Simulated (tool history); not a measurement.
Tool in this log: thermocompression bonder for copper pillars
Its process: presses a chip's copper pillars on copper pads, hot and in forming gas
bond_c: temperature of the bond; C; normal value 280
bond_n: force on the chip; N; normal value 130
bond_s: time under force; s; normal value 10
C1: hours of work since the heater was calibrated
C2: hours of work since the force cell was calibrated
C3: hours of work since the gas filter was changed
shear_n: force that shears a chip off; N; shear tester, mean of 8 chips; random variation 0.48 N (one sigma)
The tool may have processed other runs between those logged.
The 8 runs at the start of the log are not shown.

run 9 hour=168.8 | bond_c=280 bond_n=130 bond_s=10 | C1=195 C2=530 C3=130 | shear_n=58.3
run 10 hour=181.2 | bond_c=280 bond_n=130 bond_s=10 | C1=201 C2=537 C3=137 | shear_n=57.8
run 11 hour=196.8 | bond_c=280 bond_n=130 bond_s=10 | C1=209 C2=545 C3=145 | shear_n=57.8
run 12 hour=225.0 | bond_c=280 bond_n=130 bond_s=10 | C1=224 C2=560 C3=159 | shear_n=58.5
run 13 hour=246.4 | bond_c=280 bond_n=130 bond_s=10 | C1=235 C2=571 C3=171 | shear_n=57.7
run 14 hour=271.3 | bond_c=280 bond_n=130 bond_s=5 | C1=248 C2=584 C3=184 | shear_n=45.2
run 15 hour=290.3 | bond_c=280 bond_n=130 bond_s=6 | C1=258 C2=594 C3=193 | shear_n=47.6
run 16 hour=306.9 | bond_c=280 bond_n=130 bond_s=10 | C1=267 C2=602 C3=202 | shear_n=57.1
run 17 hour=326.0 | bond_c=280 bond_n=130 bond_s=10 | C1=277 C2=612 C3=212 | shear_n=56.3
run 18 hour=345.6 | bond_c=280 bond_n=130 bond_s=10 | C1=287 C2=623 C3=222 | shear_n=56.2
run 19 hour=366.2 | bond_c=280 bond_n=92 bond_s=6 | C1=298 C2=633 C3=233 | shear_n=39.3
run 20 hour=378.3 | bond_c=287 bond_n=176 bond_s=15 | C1=304 C2=640 C3=239 | shear_n=75.1
run 21 hour=400.9 | bond_c=287 bond_n=176 bond_s=15 | C1=316 C2=651 C3=251 | shear_n=74.9
run 22 hour=422.2 | bond_c=283 bond_n=96 bond_s=10 | C1=327 C2=663 C3=262 | shear_n=49.2
run 23 hour=435.6 | bond_c=270 bond_n=101 bond_s=17 | C1=334 C2=670 C3=269 | shear_n=54.2
-- hour=450.3 forming gas filter changed
run 24 hour=457.5 | bond_c=270 bond_n=145 bond_s=17 | C1=345 C2=681 C3=4 | shear_n=67.8
run 25 hour=475.8 | bond_c=302 bond_n=131 bond_s=15 | C1=355 C2=690 C3=13 | shear_n=77.8

Run 26 is up next; what results do you expect?
run 26 hour=494.1 | bond_c=288 bond_n=111 bond_s=14 | C1=364 C2=700 C3=23 | shear_n=?

{"run 26": {"shear_n": 65.3}}
Were there no unlogged condition in the tool, this run, its random variation unchanged, would have produced shear_n 69.6 N.

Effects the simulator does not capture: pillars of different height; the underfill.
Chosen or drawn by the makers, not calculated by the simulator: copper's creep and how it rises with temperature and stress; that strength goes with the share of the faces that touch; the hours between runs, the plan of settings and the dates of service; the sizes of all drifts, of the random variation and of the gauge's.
